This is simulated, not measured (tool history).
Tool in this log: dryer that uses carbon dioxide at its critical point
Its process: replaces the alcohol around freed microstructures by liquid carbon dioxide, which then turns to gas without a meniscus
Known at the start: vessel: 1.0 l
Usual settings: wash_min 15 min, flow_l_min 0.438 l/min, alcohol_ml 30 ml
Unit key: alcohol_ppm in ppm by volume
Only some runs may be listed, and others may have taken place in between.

run	hour	wash_min	flow_l_min	alcohol_ml	alcohol_ppm
1	0.0	15	0.438	30	334
2	19.4	15	0.470	30	271
3	31.0	15	0.470	30	289
4	59.0	15	0.438	30	377
5	86.6	15	0.438	30	408
6	110.2	15	0.438	30	442
7	137.0	15	0.438	30	464
8	150.1	15	0.438	30	467
9	163.4	15	0.438	30	476
# hour 168.0: inlet filter changed
10	185.2	15	0.438	30	269
11	210.5	15	0.438	30	285
12	226.0	15	0.438	30	282
13	249.4	15	0.438	30	297
14	269.8	15	0.438	30	314
15	283.1	17	0.438	30	215
16	311.8	15	0.681	30	93
17	333.8	15	0.681	30	116
18	354.1	12	0.438	30	781
19	376.7	12	0.438	30	810
20	390.3	13	0.486	31	428
21	416.6	19	0.395	56	390
22	442.8	19	0.395	56	428
23	460.4	15	0.539	30	208
24	484.6	15	0.438	97	1211
25	500.5	15	0.438	97	1247
26	529.3	22	0.269	87	2022
# hour 552.4: inlet filter changed
27	558.7	15	0.554	52	186
28	581.5	18	0.438	30	179
29	604.4	14	0.582	100	284
30	627.8	14	0.582	100	312
31	639.9	11	0.414	76	2546
32	668.0	17	0.438	21	199
33	684.6	18	0.297	29	756
34	711.5	18	0.517	21	163
35	735.5	11	0.301	30	3064
36	754.1	11	0.301	30	3113

Pick out some run-to-run changes in alcohol_ppm. Of each, how much would a tool without hidden state show as well, from the settings, what came in and chance, and how much is left for the hidden state and any gauge scatter not in both results compared?
Hidden state present: flow that reaches the vessel past the clogged filter, %; alcohol in the recycled carbon dioxide, ppm; drift of the gauge itself on alcohol_ppm, %.
Run 23 -> 24: flow_l_min 0.539 -> 0.438, alcohol_ml 30 -> 97. alcohol_ppm +1003 ppm by volume: hidden state +486, all else +517.
Run 26 -> 27: wash_min 22 -> 15, flow_l_min 0.269 -> 0.554, alcohol_ml 87 -> 52, inlet filter changed. alcohol_ppm -1836 ppm by volume: hidden state -916, all else -920.
Run 30 -> 31: wash_min 14 -> 11, flow_l_min 0.582 -> 0.414, alcohol_ml 100 -> 76. alcohol_ppm +2234 ppm by volume: hidden state +246, all else +1988.
Run 31 -> 32: wash_min 11 -> 17, flow_l_min 0.414 -> 0.438, alcohol_ml 76 -> 21. alcohol_ppm -2347 ppm by volume: hidden state -255, all else -2092.
Run 34 -> 35: wash_min 18 -> 11, flow_l_min 0.517 -> 0.301, alcohol_ml 21 -> 30. alcohol_ppm +2901 ppm by volume: hidden state +495, all else +2406.
